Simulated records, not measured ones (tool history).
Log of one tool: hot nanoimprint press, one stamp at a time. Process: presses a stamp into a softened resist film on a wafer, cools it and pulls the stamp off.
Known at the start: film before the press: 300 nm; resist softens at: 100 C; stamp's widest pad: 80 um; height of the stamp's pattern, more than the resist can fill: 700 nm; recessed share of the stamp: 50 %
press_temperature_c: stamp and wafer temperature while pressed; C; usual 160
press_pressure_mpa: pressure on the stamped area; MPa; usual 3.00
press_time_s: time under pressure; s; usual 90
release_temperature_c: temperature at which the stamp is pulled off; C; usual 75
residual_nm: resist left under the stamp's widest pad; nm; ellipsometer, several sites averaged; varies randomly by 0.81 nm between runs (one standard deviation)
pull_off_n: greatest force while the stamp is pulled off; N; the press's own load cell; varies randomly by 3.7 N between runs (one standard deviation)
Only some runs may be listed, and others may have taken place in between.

run	hour	press_temperature_c	press_pressure_mpa	press_time_s	release_temperature_c	residual_nm	pull_off_n
1	0.0	160	3.00	90	75	104.3	180
2	50.7	167	3.00	90	75	86.7	182
# hour 75.8: press's hydraulic seals changed and the load cell set to zero
3	97.1	167	3.00	90	75	85.8	180
4	154.7	160	3.00	90	75	105.1	176
5	204.7	160	2.24	90	75	125.6	178
6	278.9	162	3.00	90	75	99.7	180
7	309.9	160	3.00	90	75	104.4	183
8	348.6	168	3.00	90	75	83.8	179
# hour 365.1: plate thermocouple calibrated
9	411.6	168	3.00	90	75	84.0	179
10	466.3	160	3.00	90	82	105.7	151
11	507.4	160	3.00	90	75	106.3	179
12	545.8	160	3.00	90	75	104.7	176
13	586.9	160	3.00	90	75	106.3	173
14	630.7	160	3.00	90	75	105.5	175
15	673.1	160	3.00	90	75	107.7	188
# hour 692.6: stamp cleaned and given a new release coat
16	734.4	164	1.86	119	80	113.1	155
17	784.1	164	1.86	119	80	114.5	155
18	843.8	164	1.86	99	75	121.6	178
19	901.6	164	1.86	99	75	120.2	172
20	949.5	164	1.86	99	75	120.0	173
21	1007.3	164	1.86	99	75	121.3	181
22	1075.7	160	3.00	91	81	106.0	153
23	1137.3	160	3.83	90	69	90.1	203
24	1168.9	169	3.00	90	71	82.1	191
# hour 1206.0: plate thermocouple calibrated
25	1231.1	159	3.50	90	71	98.3	186
26	1290.2	152	3.55	90	71	123.2	187
27	1363.3	160	3.00	89	78	106.5	167
28	1415.9	160	3.00	98	75	104.2	177
29	1469.4	160	3.00	65	80	118.4	159

Below are 5 alternative next runs, each starting from the tool's condition after run 29. Predict each:
A	1533.5	156	2.51	65	63	?	?
B	1533.5	160	2.64	65	66	?	?
C	1533.5	152	3.00	65	80	?	?
D	1533.5	160	3.00	53	80	?	?
E	1533.5	154	3.00	65	80	?	?

run	residual_nm	pull_off_n
A	147.1	229
B	126.7	225
C	149.6	160
D	127.0	154
E	143.4	157
Without the tool's unlogged condition, the same runs would have read:
run	residual_nm	pull_off_n
A	147.1	227
B	126.6	223
C	149.5	159
D	126.9	153
E	143.3	156
